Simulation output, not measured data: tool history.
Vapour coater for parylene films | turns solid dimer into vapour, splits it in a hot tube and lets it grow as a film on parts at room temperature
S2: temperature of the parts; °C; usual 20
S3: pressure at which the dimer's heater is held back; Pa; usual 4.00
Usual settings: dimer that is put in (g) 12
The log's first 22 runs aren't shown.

Run 23, day 11.729: usual settings but S3 3.88 Pa. Result: thickness of the film (um) 1.764.
Run 24, day 12.492: usual settings but dimer that is put in (g) 8, S2 14 °C, S3 8.24 Pa. Result: thickness of the film (um) 1.295.
Run 25, day 12.883: usual settings but dimer that is put in (g) 8, S2 14 °C, S3 8.24 Pa. Result: thickness of the film (um) 1.305.
Run 26, day 13.350: usual settings but dimer that is put in (g) 17, S2 21 °C, S3 4.40 Pa. Result: thickness of the film (um) 2.357.
Run 27, day 13.904: usual settings but dimer that is put in (g) 21, S2 31 °C, S3 4.40 Pa. Result: thickness of the film (um) 2.028.
Run 28, day 14.488: usual settings but S2 13 °C, S3 4.45 Pa. Result: thickness of the film (um) 2.198.
Run 29, day 14.850: usual settings but S2 13 °C, S3 4.45 Pa. Result: thickness of the film (um) 2.193.
Run 30, day 15.558: usual settings but dimer that is put in (g) 11, S2 14 °C, S3 2.25 Pa. Result: thickness of the film (um) 2.167.
Run 31, day 15.933: usual settings but dimer that is put in (g) 11, S2 14 °C, S3 2.25 Pa. Result: thickness of the film (um) 2.160.
Run 32, day 16.500: usual settings but dimer that is put in (g) 11, S2 14 °C, S3 2.25 Pa. Result: thickness of the film (um) 2.155.
Run 33, day 16.921: usual settings but dimer that is put in (g) 11, S2 14 °C, S3 2.39 Pa. Result: thickness of the film (um) 2.129.
Run 34, day 17.475: usual settings but dimer that is put in (g) 19, S2 30 °C, S3 3.35 Pa. Result: thickness of the film (um) 1.973.
Run 35, day 18.217: usual settings but dimer that is put in (g) 10, S2 14 °C, S3 2.32 Pa. Result: thickness of the film (um) 1.927.
At day 18.500: gauge calibrated.
Run 36, day 18.550: usual settings but dimer that is put in (g) 17, S2 12 °C, S3 2.32 Pa. Result: thickness of the film (um) 3.639.
Run 37, day 19.071: usual settings but dimer that is put in (g) 17, S2 12 °C, S3 2.32 Pa. Result: thickness of the film (um) 3.646.
Run 38, day 19.592: usual settings but dimer that is put in (g) 7, S2 12 °C, S3 10.97 Pa. Result: thickness of the film (um) 1.182.

3 ways to go on from here, each from the tool as it stands after run 38. What would each give?
Run A, day 19.929: usual settings but dimer that is put in (g) 8. Result: thickness of the film (um) ?.
Run B, day 19.929: usual settings but dimer that is put in (g) 14, S3 9.52 Pa. Result: thickness of the film (um) ?.
Run C, day 19.929: usual settings but dimer that is put in (g) 10. Result: thickness of the film (um) ?.

run  thickness of the film (um)
  A                       1.192
  B                       1.824
  C                       1.493
Without the tool's hidden state the same runs would have given:
run  thickness of the film (um)
  A                       1.196
  B                       1.830
  C                       1.498
